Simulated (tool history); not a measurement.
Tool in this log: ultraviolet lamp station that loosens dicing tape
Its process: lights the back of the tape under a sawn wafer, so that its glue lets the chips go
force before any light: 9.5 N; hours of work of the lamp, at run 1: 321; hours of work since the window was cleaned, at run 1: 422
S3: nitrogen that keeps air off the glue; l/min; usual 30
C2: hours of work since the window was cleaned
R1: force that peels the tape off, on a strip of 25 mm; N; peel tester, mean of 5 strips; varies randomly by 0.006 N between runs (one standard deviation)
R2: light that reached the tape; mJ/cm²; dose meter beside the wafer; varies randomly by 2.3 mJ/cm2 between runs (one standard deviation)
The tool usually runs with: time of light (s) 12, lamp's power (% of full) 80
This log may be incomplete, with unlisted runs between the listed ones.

Run 1, hour 0: usual settings; hours of work of the lamp 321; C2 422. Result: R1 0.166 N, R2 222 mJ/cm².
Run 2, hour 7.9: usual settings but lamp's power (% of full) 71; hours of work of the lamp 327; C2 427. Result: R1 0.211 N, R2 198 mJ/cm².
Run 3, hour 17.2: usual settings; hours of work of the lamp 333; C2 434. Result: R1 0.171 N, R2 224 mJ/cm².
Run 4, hour 30.6: usual settings but time of light (s) 15; hours of work of the lamp 343; C2 443. Result: R1 0.116 N, R2 278 mJ/cm².
Run 5, hour 40.6: usual settings; hours of work of the lamp 350; C2 451. Result: R1 0.173 N, R2 221 mJ/cm².
Run 6, hour 58: usual settings; hours of work of the lamp 362; C2 463. Result: R1 0.166 N, R2 223 mJ/cm².
Run 7, hour 70.2: usual settings; hours of work of the lamp 371; C2 472. Result: R1 0.173 N, R2 224 mJ/cm².
Run 8, hour 86.8: usual settings but lamp's power (% of full) 83, S3 11 l/min; hours of work of the lamp 383; C2 483. Result: R1 0.45 N, R2 233 mJ/cm².
Run 9, hour 98.8: usual settings but time of light (s) 24, lamp's power (% of full) 82, S3 19 l/min; hours of work of the lamp 391; C2 492. Result: R1 0.095 N, R2 455 mJ/cm².
Run 10, hour 114.4: usual settings but time of light (s) 17, lamp's power (% of full) 74, S3 19 l/min; hours of work of the lamp 402; C2 503. Result: R1 0.139 N, R2 294 mJ/cm².
Run 11, hour 125.8: usual settings but time of light (s) 6, lamp's power (% of full) 68, S3 19 l/min; hours of work of the lamp 410; C2 511. Result: R1 1.864 N, R2 94 mJ/cm².
Run 12, hour 135.3: usual settings but lamp's power (% of full) 96, S3 21 l/min; hours of work of the lamp 417; C2 518. Result: R1 0.162 N, R2 268 mJ/cm².
Run 13, hour 147.8: usual settings but time of light (s) 19, lamp's power (% of full) 76, S3 11 l/min; hours of work of the lamp 426; C2 527. Result: R1 0.163 N, R2 331 mJ/cm².

Branching from run 13: 4 alternative next runs. What would each branch give?
Run A, hour 165.7: usual settings but time of light (s) 9, lamp's power (% of full) 98, S3 14 l/min; hours of work of the lamp 439; C2 540. Result: R1 ?, R2 ?.
Run B, hour 165.7: usual settings but time of light (s) 17, lamp's power (% of full) 62, S3 26 l/min; hours of work of the lamp 439; C2 540. Result: R1 ?, R2 ?.
Run C, hour 165.7: usual settings but time of light (s) 11, lamp's power (% of full) 60, S3 45 l/min; hours of work of the lamp 439; C2 540. Result: R1 ?, R2 ?.
Run D, hour 165.7: usual settings but time of light (s) 14; hours of work of the lamp 439; C2 540. Result: R1 ?, R2 ?.

run     R1   R2
  A  0.466  203
  B  0.158  250
  C  0.303  151
  D   0.13  259
What these runs would have given with no unlogged condition in the tool:
run     R1   R2
  A  0.465  203
  B  0.158  250
  C  0.302  151
  D   0.13  259

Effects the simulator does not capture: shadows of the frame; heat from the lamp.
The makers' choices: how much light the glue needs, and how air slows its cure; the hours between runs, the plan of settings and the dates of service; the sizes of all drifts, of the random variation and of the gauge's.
